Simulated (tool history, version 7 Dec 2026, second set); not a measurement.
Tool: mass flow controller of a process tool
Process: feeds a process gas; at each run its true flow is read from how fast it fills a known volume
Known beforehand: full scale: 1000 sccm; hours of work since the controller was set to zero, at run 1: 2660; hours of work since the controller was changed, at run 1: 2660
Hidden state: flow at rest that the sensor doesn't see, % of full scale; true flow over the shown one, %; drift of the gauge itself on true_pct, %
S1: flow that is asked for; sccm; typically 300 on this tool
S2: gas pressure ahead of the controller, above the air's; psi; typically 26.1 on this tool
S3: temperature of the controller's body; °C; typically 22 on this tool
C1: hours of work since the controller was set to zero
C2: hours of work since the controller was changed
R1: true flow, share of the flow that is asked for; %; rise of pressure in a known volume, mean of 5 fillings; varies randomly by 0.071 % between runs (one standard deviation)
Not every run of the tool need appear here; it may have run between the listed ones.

run,hour,S1,S2,S3,C1,C2,R1
1,0.0,300,26.1,22,2660,2660,99.69
2,108.6,300,38.4,22,2734,2734,99.99
3,219.1,300,37.9,22,2809,2809,99.89
4,273.7,300,37.9,22,2846,2846,99.96
5,355.5,300,26.1,22,2901,2901,99.77
6,446.4,300,26.1,22,2963,2963,99.83
7,541.6,300,26.1,22,3028,3028,99.73
8,620.5,300,26.1,22,3081,3081,99.73
9,684.2,300,26.1,22,3124,3124,99.72
10,767.3,300,26.1,32,3181,3181,98.63
11,837.5,300,26.1,32,3228,3228,98.55
12,891.2,300,26.1,32,3265,3265,98.65
13,986.0,300,26.1,32,3329,3329,98.56
14,1062.5,300,26.1,32,3381,3381,98.62
15,1175.4,300,26.1,22,3457,3457,99.74
16,1286.0,300,23.9,22,3532,3532,99.63
17,1379.7,300,23.9,22,3596,3596,99.70
18,1441.7,300,23.9,22,3638,3638,99.71
19,1531.8,697,27.4,27,3699,3699,99.51
20,1647.2,693,20.6,25,3777,3777,99.64
21,1745.8,693,20.6,25,3844,3844,99.56
22,1845.4,461,35.7,29,3911,3911,99.30
23,1959.3,461,31.2,29,3989,3989,99.06
24,2023.3,285,29.4,36,4032,4032,98.22
25,2104.1,285,29.4,36,4087,4087,98.20
26,2178.3,129,27.7,38,4137,4137,97.76
27,2260.3,164,21.6,38,4193,4193,97.60
28,2379.4,300,40.6,22,4273,4273,100.05
29,2455.0,306,26.1,20,4325,4325,100.03
30,2516.5,424,26.1,22,4366,4366,99.83

Here are 5 independent what-if runs from the current tool condition. What would each one return?
A,2596.1,199,36.1,21,4420,4420,?
B,2596.1,424,20.6,22,4420,4420,?
C,2596.1,191,29.9,24,4420,4420,?
D,2596.1,648,28.1,37,4420,4420,?
E,2596.1,424,23.2,22,4420,4420,?

run,R1
A,99.93
B,99.78
C,99.47
D,98.32
E,99.74
What these runs would have given with no unlogged condition in the tool:
run,R1
A,99.94
B,99.79
C,99.48
D,98.33
E,99.75

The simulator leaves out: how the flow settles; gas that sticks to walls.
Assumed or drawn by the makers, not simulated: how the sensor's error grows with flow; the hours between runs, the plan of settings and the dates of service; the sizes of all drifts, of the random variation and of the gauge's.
